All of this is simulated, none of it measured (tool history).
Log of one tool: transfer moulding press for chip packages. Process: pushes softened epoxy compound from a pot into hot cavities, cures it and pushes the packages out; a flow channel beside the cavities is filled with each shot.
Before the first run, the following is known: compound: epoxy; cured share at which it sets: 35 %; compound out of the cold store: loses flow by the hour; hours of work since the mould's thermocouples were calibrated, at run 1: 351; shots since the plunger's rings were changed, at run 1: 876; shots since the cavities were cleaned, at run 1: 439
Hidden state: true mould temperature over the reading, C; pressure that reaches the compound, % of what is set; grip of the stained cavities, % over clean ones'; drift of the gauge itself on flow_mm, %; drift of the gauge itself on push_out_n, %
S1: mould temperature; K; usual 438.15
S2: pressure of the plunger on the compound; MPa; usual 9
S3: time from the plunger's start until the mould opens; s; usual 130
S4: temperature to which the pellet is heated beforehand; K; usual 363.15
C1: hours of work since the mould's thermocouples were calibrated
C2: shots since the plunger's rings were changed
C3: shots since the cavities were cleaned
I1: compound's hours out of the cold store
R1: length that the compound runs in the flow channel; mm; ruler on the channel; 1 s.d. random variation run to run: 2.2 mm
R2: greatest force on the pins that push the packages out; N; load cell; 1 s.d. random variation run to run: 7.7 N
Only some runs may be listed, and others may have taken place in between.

run,day,S1,S2,S3,S4,C1,C2,C3,I1,R1,R2
1,0,438.15,9,130,363.15,351,876,439,36.9,645,499
2,1.217,438.15,9,130,363.15,365,1059,622,20.2,706,556
3,2.612,438.15,9,130,363.15,380,1269,832,36.7,639,573
# day 2.971: cavities cleaned with cleaning compound and waxed
4,4.567,438.15,9,130,363.15,401,1553,240,17.1,717,432
5,5.433,438.15,8.88,130,363.15,411,1684,371,47.4,595,451
6,7.379,438.15,9,130,363.15,432,1976,663,25.4,676,557
7,8.238,438.15,9,130,363.15,442,2106,793,23.8,682,585
# day 8.842: cavities cleaned with cleaning compound and waxed
8,10.204,438.15,9,130,363.15,463,2392,205,20.1,693,429
# day 11.358: plunger's sealing rings changed
9,11.912,438.15,9,115,363.15,481,84,447,35.7,653,554
# day 12.625: mould's thermocouples calibrated
10,14.008,438.15,9,130,363.15,15,386,749,11.2,755,594
# day 15.025: cavities cleaned with cleaning compound and waxed
11,15.312,438.15,9,130,363.15,29,573,43,20,716,370
12,16.992,438.15,9,130,363.15,48,826,296,20.4,716,477
13,18.625,438.15,9,130,363.15,66,1072,542,42.9,624,519
14,20.388,438.15,9,130,363.15,85,1337,807,21.9,697,605
# day 20.929: cavities cleaned with cleaning compound and waxed
15,21.446,431.15,9.71,130,372.15,96,1487,78,13.4,785,570
16,22.792,431.15,9.71,130,372.15,111,1689,280,47.3,645,635
17,24.542,436.15,9.63,151,367.15,131,1952,543,39.5,658,497
18,26.479,438.15,10.6,157,363.15,152,2244,835,29.5,719,542
# day 26.883: cavities cleaned with cleaning compound and waxed
19,27.929,438.15,10.6,157,363.15,167,2453,158,8.6,806,350
# day 28.675: plunger's sealing rings changed
20,29.783,446.15,7.55,128,357.15,187,167,421,23.5,621,439
21,31.708,441.15,9.82,116,371.15,208,457,711,37.1,662,565
# day 32.929: cavities cleaned with cleaning compound and waxed
22,33.2,443.15,7.08,130,363.15,224,672,41,8.4,662,312
23,34.529,437.15,8.7,141,363.15,239,872,241,29.6,664,414
24,35.354,437.15,8.7,141,363.15,248,996,365,43.5,609,455
25,36.646,437.15,8.7,141,363.15,262,1190,559,8.3,747,525
26,37.846,437.15,8.7,141,363.15,275,1371,740,21.8,692,545
# day 38.862: cavities cleaned with cleaning compound and waxed
27,39.021,438.15,9.35,136,363.15,288,1538,24,44.8,622,325

Here are 5 independent what-if runs from the current tool condition. What would each one return?
A,40.258,432.15,7.62,130,360.15,301,1724,210,41.9,?,?
B,40.258,442.15,7.52,136,356.15,301,1724,210,21.1,?,?
C,40.258,438.15,10.72,136,363.15,301,1724,210,19.1,?,?
D,40.258,436.15,9.35,136,363.15,301,1724,210,17.7,?,?
E,40.258,436.15,10.38,144,363.15,301,1724,210,34.5,?,?

run,R1,R2
A,588,600
B,626,398
C,769,408
D,730,428
E,696,421
With the hidden condition removed and each run's random variation left untouched, the same runs would have given:
run,R1,R2
A,603,478
B,642,309
C,789,321
D,749,337
E,714,329
